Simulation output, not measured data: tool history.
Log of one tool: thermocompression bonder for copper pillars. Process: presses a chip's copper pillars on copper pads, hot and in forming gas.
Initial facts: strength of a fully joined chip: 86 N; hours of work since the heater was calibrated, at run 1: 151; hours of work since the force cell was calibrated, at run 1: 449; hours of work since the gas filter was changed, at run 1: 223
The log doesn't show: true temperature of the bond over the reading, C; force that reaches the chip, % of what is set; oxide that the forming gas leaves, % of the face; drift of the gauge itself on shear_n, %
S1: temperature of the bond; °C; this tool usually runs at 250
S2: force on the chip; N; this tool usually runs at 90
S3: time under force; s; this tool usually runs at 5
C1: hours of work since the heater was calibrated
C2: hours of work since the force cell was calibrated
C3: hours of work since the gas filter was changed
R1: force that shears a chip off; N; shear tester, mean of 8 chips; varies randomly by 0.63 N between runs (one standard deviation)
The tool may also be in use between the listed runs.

run	hour	S1	S2	S3	C1	C2	C3	R1
1	0	250	90	5	151	449	223	34.3
2	95.2	250	90	5	216	514	289	33.8
3	140.1	250	90	5	247	545	320	33.6
4	198.5	232	90	5	287	585	360	25.5
5	247.2	232	90	3	321	619	393	20.7
6	294.1	232	90	3	353	651	425	20.7
# hour 350.9: forming gas filter changed
7	377.7	232	90	3	410	708	18	21.2
8	419.3	232	90	8	438	736	47	32.2
9	494.1	232	90	8	490	788	98	31.7
10	549.6	255	90	5	528	826	136	34.6
11	608.3	250	90	6	568	866	177	33.7
12	658.5	250	90	6	602	900	211	33.1
# hour 688: force cell calibrated
13	721.8	250	55	5	645	23	253	20.7
14	783.1	250	90	5	687	65	295	31.9
15	854.1	245	90	5	736	114	344	29
# hour 867.7: heater calibrated with a thermocouple chip
16	946.5	245	90	5	54	176	406	33.8
17	1020	250	90	7	105	226	457	40.2
# hour 1030.3: forming gas filter changed
18	1110.5	250	90	7	166	288	55	42.6
19	1157	250	90	7	198	320	87	40.3
20	1234.6	250	90	3	251	373	140	29.1
21	1280.7	262	95	3	283	405	172	32.5
22	1351.5	250	69	10	332	453	220	35.6
23	1397.9	250	63	11	363	485	252	34.3
24	1462.6	236	117	3	408	530	297	27.8
25	1552.9	236	117	3	470	592	359	26.4

The next listed run, before its measurement:
26	1627.7	236	117	3	521	643	410	?

{"run 26": {"R1": 26.3}}
Without the tool's hidden state the same run would have given R1 33.2 N.
